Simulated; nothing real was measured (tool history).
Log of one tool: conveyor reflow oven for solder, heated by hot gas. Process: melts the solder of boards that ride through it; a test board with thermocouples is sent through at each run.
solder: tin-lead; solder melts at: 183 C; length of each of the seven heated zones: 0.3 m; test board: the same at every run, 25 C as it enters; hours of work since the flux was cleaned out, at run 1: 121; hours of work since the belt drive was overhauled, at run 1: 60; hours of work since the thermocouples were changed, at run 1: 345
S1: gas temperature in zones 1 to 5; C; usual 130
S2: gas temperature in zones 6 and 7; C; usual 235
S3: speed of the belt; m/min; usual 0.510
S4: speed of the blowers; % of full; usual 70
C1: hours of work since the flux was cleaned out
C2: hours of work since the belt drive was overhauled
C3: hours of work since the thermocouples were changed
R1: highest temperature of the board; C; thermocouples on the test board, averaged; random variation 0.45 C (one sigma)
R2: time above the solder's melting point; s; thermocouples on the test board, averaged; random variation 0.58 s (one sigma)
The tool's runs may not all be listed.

run   hour   S1   S2     S3  S4   C1   C2   C3     R1    R2
  1    0.0  130  235  0.510  70  121   60  345  211.5  45.5
  2   15.3  130  235  0.510  53  127   66  351  203.8  36.2
  3   47.7  130  235  0.510  89  141   80  365  217.5  50.5
  4   71.9  130  235  0.530  70  151   90  375  209.7  40.4
  5  105.9  130  235  0.510  70  165  104  389  210.6  44.5
  6  139.9  130  235  0.510  70  179  117  403  210.8  45.3
  7  170.6  130  235  0.510  70  191  130  415  211.4  44.1
  8  199.6  130  235  0.507  56  203  142  427  204.9  37.0
     219.9  -- flux residue cleaned out of gas plates and filters
  9  233.2  130  235  0.510  84    5  154  439  218.1  50.9
 10  257.3  118  249  0.510  61   15  163  449  218.1  47.0
 11  277.6  130  235  0.452  70   24  172  457  217.7  56.5
 12  300.7  130  236  0.564  70   33  181  466  210.0  38.2
 13  316.6  130  236  0.564  70   40  188  473  209.4  38.4
 14  331.9  136  243  0.462  58   46  194  479  219.0  58.8

Hidden state or all else? Some run-to-run changes of R1, split into what the settings, what came in and random variation would give without the hidden state, and what is left for the hidden state (with any gauge scatter that isn't in both results):
The hidden state here: heat that the gas passes to the board, % of a clean oven's; belt's true speed, % of the reading; true gas temperature in zones 6 and 7 over the reading, C; drift of the gauge itself on peak_c, C; drift of the gauge itself on liquid_s, %.
Run 2 -> 3: S4 53 -> 89. R1 +13.7 C: hidden state -0.6, all else +14.3.
Run 8 -> 9: S3 0.507 -> 0.510, S4 56 -> 84, flux residue cleaned out of gas plates and filters. R1 +13.2 C: hidden state +2.5, all else +10.7.
